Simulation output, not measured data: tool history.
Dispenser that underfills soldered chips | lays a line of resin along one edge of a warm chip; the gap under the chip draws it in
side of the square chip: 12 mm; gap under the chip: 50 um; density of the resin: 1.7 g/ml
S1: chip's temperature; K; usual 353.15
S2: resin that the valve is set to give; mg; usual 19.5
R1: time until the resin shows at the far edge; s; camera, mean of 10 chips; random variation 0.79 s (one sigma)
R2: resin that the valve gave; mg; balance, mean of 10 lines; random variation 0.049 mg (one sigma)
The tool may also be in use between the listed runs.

{"run": 1, "day": 0.0, "S1": 353.15, "S2": 19.5, "R1": 141.7, "R2": 18.91}
{"day": 0.196, "done": "new syringe of resin"}
{"day": 0.325, "done": "dispensing valve cleaned and set on the balance"}
{"run": 2, "day": 0.483, "S1": 353.15, "S2": 19.5, "R1": 100.4, "R2": 19.55}
{"run": 3, "day": 0.754, "S1": 353.15, "S2": 19.5, "R1": 147.3, "R2": 19.44}
{"day": 0.921, "done": "new syringe of resin"}
{"run": 4, "day": 1.154, "S1": 353.15, "S2": 22.7, "R1": 98.9, "R2": 22.53}
{"run": 5, "day": 1.5, "S1": 353.15, "S2": 22.7, "R1": 163.8, "R2": 22.44}
{"day": 1.629, "done": "new syringe of resin"}
{"run": 6, "day": 1.954, "S1": 353.15, "S2": 22.1, "R1": 109.6, "R2": 21.75}
{"day": 2.325, "done": "new syringe of resin"}
{"run": 7, "day": 2.342, "S1": 353.15, "S2": 19.5, "R1": 71.1, "R2": 19.13}
{"run": 8, "day": 2.792, "S1": 353.15, "S2": 17.5, "R1": 135.3, "R2": 17.13}
{"day": 3.008, "done": "new syringe of resin"}
{"run": 9, "day": 3.25, "S1": 353.15, "S2": 19.5, "R1": 101.1, "R2": 18.97}
{"run": 10, "day": 3.625, "S1": 345.15, "S2": 19.5, "R1": 228.6, "R2": 18.89}
{"day": 3.708, "done": "new syringe of resin"}
{"run": 11, "day": 4.025, "S1": 353.15, "S2": 19.5, "R1": 113.0, "R2": 18.81}
{"day": 4.154, "done": "dispensing valve cleaned and set on the balance"}
{"run": 12, "day": 4.279, "S1": 353.15, "S2": 19.5, "R1": 149.8, "R2": 19.47}
{"day": 4.429, "done": "new syringe of resin"}
{"run": 13, "day": 4.617, "S1": 353.15, "S2": 19.5, "R1": 93.8, "R2": 19.44}
{"run": 14, "day": 4.942, "S1": 353.15, "S2": 19.5, "R1": 145.8, "R2": 19.33}
{"day": 5.1, "done": "new syringe of resin"}
{"run": 15, "day": 5.179, "S1": 353.15, "S2": 19.5, "R1": 78.2, "R2": 19.26}
{"run": 16, "day": 5.508, "S1": 353.15, "S2": 19.5, "R1": 122.3, "R2": 19.23}
{"day": 5.783, "done": "new syringe of resin"}
{"run": 17, "day": 6.042, "S1": 343.15, "S2": 23.2, "R1": 146.7, "R2": 22.64}
{"run": 18, "day": 6.342, "S1": 343.15, "S2": 23.2, "R1": 223.8, "R2": 22.75}
{"day": 6.479, "done": "new syringe of resin"}
{"run": 19, "day": 6.642, "S1": 343.15, "S2": 23.2, "R1": 127.8, "R2": 22.61}
{"run": 20, "day": 6.954, "S1": 343.15, "S2": 23.2, "R1": 196.5, "R2": 22.46}
{"day": 7.179, "done": "new syringe of resin"}
{"run": 21, "day": 7.3, "S1": 355.15, "S2": 22.4, "R1": 75.4, "R2": 21.71}
{"run": 22, "day": 7.662, "S1": 339.15, "S2": 24.6, "R1": 235.6, "R2": 23.74}
{"day": 7.875, "done": "new syringe of resin"}
{"run": 23, "day": 7.892, "S1": 339.15, "S2": 24.6, "R1": 119.1, "R2": 23.54}
{"day": 8.004, "done": "dispensing valve cleaned and set on the balance"}
{"run": 24, "day": 8.312, "S1": 339.15, "S2": 24.6, "R1": 203.0, "R2": 24.61}
{"day": 8.596, "done": "new syringe of resin"}
{"run": 25, "day": 8.667, "S1": 360.15, "S2": 24.0, "R1": 58.5, "R2": 23.94}
{"run": 26, "day": 9.0, "S1": 360.15, "S2": 24.0, "R1": 91.7, "R2": 23.79}

Forecast each of these 3 alternatives for the next run:
{"day": 9.279, "done": "new syringe of resin"}
{"run": "A", "day": 9.396, "S1": 358.15, "S2": 21.3, "R1": "?", "R2": "?"}
{"day": 9.279, "done": "new syringe of resin"}
{"run": "B", "day": 9.396, "S1": 349.15, "S2": 21.3, "R1": "?", "R2": "?"}
{"day": 9.279, "done": "new syringe of resin"}
{"run": "C", "day": 9.396, "S1": 360.15, "S2": 21.0, "R1": "?", "R2": "?"}

run=A R1=66.9 R2=21.01
run=B R1=94.4 R2=21.02
run=C R1=61.1 R2=20.72
Without the tool's hidden state the same runs would have given:
run=A R1=59.9 R2=21.26
run=B R1=84.8 R2=21.27
run=C R1=54.8 R2=20.97
